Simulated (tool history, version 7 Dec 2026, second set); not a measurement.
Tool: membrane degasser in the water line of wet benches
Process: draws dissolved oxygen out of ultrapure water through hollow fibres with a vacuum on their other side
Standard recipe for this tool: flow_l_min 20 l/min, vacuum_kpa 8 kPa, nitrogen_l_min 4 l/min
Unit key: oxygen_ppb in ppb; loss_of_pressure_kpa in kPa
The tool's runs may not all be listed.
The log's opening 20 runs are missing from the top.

run	hour	flow_l_min	vacuum_kpa	nitrogen_l_min	oxygen_ppb	loss_of_pressure_kpa
21	1148.5	17	6.37	8.14	63.1	45.46
22	1189.4	13	5.14	4.99	33.2	34.56
23	1232.4	16	8	4	84.9	42.32
24	1297.3	16	8	4	86.4	42.54
25	1339.2	31	8	11.27	219.8	82.51
26	1386.2	14	8	8.07	47.3	37.36
27	1448.5	18	8	4	104.8	47.86
28	1492.8	21	8.72	4	149	55.71
29	1566.7	21	8.72	4	149.9	56.2
30	1608.8	21	6.4	6.67	105.4	55.69
31	1656.6	23	6.4	9.79	116.2	61.43

Predict each of these 3 candidate next runs independently; none follows another, all start after run 31:
A	1725.9	19	9.96	4.72	?	?
B	1725.9	23	6.33	9.79	?	?
C	1725.9	28	8	4	?	?

run	oxygen_ppb	loss_of_pressure_kpa
A	125.5	50.77
B	117.8	61.35
C	231.2	74.27
With the hidden condition removed and each run's random variation left untouched, the same runs would have given:
run	oxygen_ppb	loss_of_pressure_kpa
A	125.5	49.85
B	117.7	60.23
C	231.1	72.91

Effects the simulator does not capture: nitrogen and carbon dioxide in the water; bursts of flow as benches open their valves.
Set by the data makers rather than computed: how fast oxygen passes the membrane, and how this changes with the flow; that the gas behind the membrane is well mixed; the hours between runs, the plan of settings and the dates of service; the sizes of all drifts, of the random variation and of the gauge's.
